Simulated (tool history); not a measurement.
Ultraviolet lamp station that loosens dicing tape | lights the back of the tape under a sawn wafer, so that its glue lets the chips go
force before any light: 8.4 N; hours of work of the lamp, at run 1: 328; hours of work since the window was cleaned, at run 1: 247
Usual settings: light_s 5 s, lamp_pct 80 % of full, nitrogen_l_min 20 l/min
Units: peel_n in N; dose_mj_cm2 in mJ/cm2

run	day	light_s	lamp_pct	nitrogen_l_min	hours of work of the lamp	hours of work since the window was cleaned	peel_n	dose_mj_cm2
1	0	5	80	20	328	247	1.505	223
2	3.125	5	80	39	377	296	1.275	212
# day 3.929: window cleaned of glue's vapour
3	5.671	5	80	39	417	27	0.974	241
4	8.088	5	80	39	455	65	1.071	230
5	10.879	5	80	39	499	109	1.163	220
6	12.504	5	80	20	524	135	1.516	217
7	15.804	5	80	38	576	187	1.372	204
8	19.479	5	80	8	634	244	2.536	191
9	22.667	5	80	8	684	294	2.812	178
# day 23.283: window cleaned of glue's vapour
10	26.258	5	80	8	740	47	2.403	200
11	29.179	5	80	8	786	93	2.437	194
12	32.5	5	80	8	838	145	2.825	182
13	35.396	5	76	28	884	190	2.191	162
14	37.908	5	76	28	923	230	2.209	155
15	40.238	3	80	26	960	266	3.702	96
# day 42.704: window cleaned of glue's vapour
16	43.483	6	78	9	1010	12	2.239	208
17	47.317	5	99	20	1070	72	1.673	201
18	49.229	5	85	20	1100	102	2.175	164
19	52.333	7	77	30	1149	151	1.52	200
# day 53.388: lamp changed
20	54.25	7	77	30	14	181	0.468	348
21	57.771	5	95	13	69	236	1.065	292
22	61.471	9	97	20	127	294	0.197	505
# day 62.379: window cleaned of glue's vapour
23	63.717	9	97	20	162	21	0.123	586
24	65.688	5	74	31	193	52	1.083	239

The same runs without the tool's hidden state, with the same run-to-run variation:
The hidden state here: lamp's light, % of a new lamp's; light that the window lets through, % of a clean one's; drift of the gauge itself on peel_n, %; drift of the gauge itself on dose_mj_cm2, %.
run	peel_n	dose_mj_cm2
1	0.884	293
2	0.628	295
3	0.633	292
4	0.641	291
5	0.639	290
6	0.849	293
7	0.648	291
8	1.374	292
9	1.427	289
10	1.4	289
11	1.331	292
12	1.436	293
13	0.86	276
14	0.808	276
15	1.89	177
16	0.975	342
17	0.513	358
18	0.73	306
19	0.321	393
20	0.34	392
21	0.735	347
22	0.101	637
23	0.098	634
24	0.86	267

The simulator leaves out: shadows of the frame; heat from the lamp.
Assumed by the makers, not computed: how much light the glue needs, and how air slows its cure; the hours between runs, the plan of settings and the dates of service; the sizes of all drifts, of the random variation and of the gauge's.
